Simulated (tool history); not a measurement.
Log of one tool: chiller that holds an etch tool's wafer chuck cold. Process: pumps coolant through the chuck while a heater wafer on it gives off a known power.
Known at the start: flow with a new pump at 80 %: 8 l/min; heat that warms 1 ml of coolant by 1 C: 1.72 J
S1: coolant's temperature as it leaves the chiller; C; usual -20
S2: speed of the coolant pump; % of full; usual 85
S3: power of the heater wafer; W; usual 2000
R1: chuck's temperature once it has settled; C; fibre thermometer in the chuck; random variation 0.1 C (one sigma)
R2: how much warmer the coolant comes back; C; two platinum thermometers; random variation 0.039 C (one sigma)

Run 1, hour 0.0: usual settings. Result: R1 -4.2 C, R2 8.22 C.
Run 2, hour 60.6: usual settings but S2 65 % of full. Result: R1 -0.4 C, R2 10.93 C.
Run 3, hour 106.8: usual settings but S2 65 % of full. Result: R1 -0.2 C, R2 10.91 C.
Run 4, hour 133.5: usual settings. Result: R1 -4.4 C, R2 8.16 C.
At hour 168.4: coolant changed, channels flushed.
Run 5, hour 205.5: usual settings but S3 2249 W. Result: R1 -2.4 C, R2 9.20 C.
Run 6, hour 266.9: usual settings but S1 -11 C. Result: R1 4.5 C, R2 8.29 C.
Run 7, hour 309.4: usual settings. Result: R1 -4.4 C, R2 8.30 C.
Run 8, hour 356.2: usual settings but S1 -17 C, S2 95 % of full, S3 2137 W. Result: R1 -2.0 C, R2 7.86 C.
Run 9, hour 412.0: usual settings but S1 -26 C, S2 64 % of full, S3 2390 W. Result: R1 -2.3 C, R2 13.30 C.
Run 10, hour 450.8: usual settings but S1 -26 C, S2 64 % of full, S3 2390 W. Result: R1 -2.3 C, R2 13.35 C.
Run 11, hour 497.2: usual settings but S1 -26 C, S2 82 % of full, S3 1356 W. Result: R1 -15.2 C, R2 5.98 C.
Run 12, hour 536.9: usual settings but S1 -13 C, S2 76 % of full, S3 2529 W. Result: R1 8.6 C, R2 11.71 C.
Run 13, hour 565.6: usual settings but S1 -13 C, S2 76 % of full, S3 2529 W. Result: R1 8.6 C, R2 11.75 C.

3 ways to go on from here, each from the tool as it stands after run 13. What would each give?
Run A, hour 604.8: usual settings but S1 -23 C. Result: R1 ?, R2 ?.
Run B, hour 604.8: usual settings but S1 -21 C, S2 75 % of full, S3 1357 W. Result: R1 ?, R2 ?.
Run C, hour 604.8: usual settings but S1 -27 C, S2 69 % of full, S3 2529 W. Result: R1 ?, R2 ?.

run    R1     R2
  A  -7.4   8.34
  B  -9.3   6.46
  C  -3.3  13.10
Without the tool's hidden state the same runs would have given:
run    R1     R2
  A  -7.5   8.17
  B  -9.3   6.29
  C  -3.3  12.93
